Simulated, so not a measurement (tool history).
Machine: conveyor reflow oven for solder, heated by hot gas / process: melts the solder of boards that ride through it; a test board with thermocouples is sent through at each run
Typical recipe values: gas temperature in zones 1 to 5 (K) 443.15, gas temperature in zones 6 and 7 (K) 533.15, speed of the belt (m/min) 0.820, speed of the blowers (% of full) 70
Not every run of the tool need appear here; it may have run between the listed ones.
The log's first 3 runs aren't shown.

run   hour  gas temperature in zones 1 to 5 (K)  gas temperature in zones 6 and 7 (K)  speed of the belt (m/min)  speed of the blowers (% of full)  hours of work since the flux was cleaned out  hours of work since the belt drive was overhauled  hours of work since the thermocouples were changed  highest temperature of the board (K)  time above the solder's melting point (s)
  4   31.4                               445.15                                533.15                      0.972                                70                                            50                                                259                                                 577                                516.15                                       31.0
  5   40.3                               445.15                                533.15                      0.972                                70                                            55                                                263                                                 581                                515.85                                       31.2
  6   48.9                               443.15                                533.15                      0.820                                53                                            59                                                267                                                 585                                517.95                                       38.1
  7   55.0                               443.15                                533.15                      0.820                                53                                            62                                                270                                                 588                                518.25                                       38.3
  8   66.5                               443.15                                533.15                      0.820                                70                                            67                                                276                                                 594                                520.75                                       40.8
  9   79.3                               443.15                                533.15                      0.820                                70                                            73                                                282                                                 600                                521.15                                       40.8
 10   87.2                               443.15                                533.15                      0.820                                70                                            77                                                285                                                 603                                520.75                                       40.7
 11   99.7                               443.15                                533.15                      0.820                                61                                            83                                                291                                                 609                                519.65                                       39.4
 12  109.6                               443.15                                533.15                      0.820                                61                                            87                                                296                                                 614                                519.55                                       39.3
 13  117.2                               443.15                                533.15                      0.820                                61                                            91                                                300                                                 618                                519.75                                       39.7
 14  127.3                               443.15                                533.15                      0.820                                70                                            96                                                304                                                 622                                520.65                                       40.6
 15  138.3                               430.15                                533.15                      0.820                                70                                           101                                                310                                                 628                                518.85                                       36.3
 16  148.6                               443.15                                533.15                      0.820                                79                                           106                                                314                                                 632                                522.25                                       42.1

Predict the results of run 17:
 17  155.2                               443.15                                541.15                      0.738                                70                                           109                                                318                                                 636                                     ?                                          ?

{"run 17": {"highest temperature of the board (K)": 530.95, "time above the solder's melting point (s)": 51.9}}
Were there no unlogged condition in the tool, this run, its random variation unchanged, would have produced highest temperature of the board (K) 529.85, time above the solder's melting point (s) 51.3.
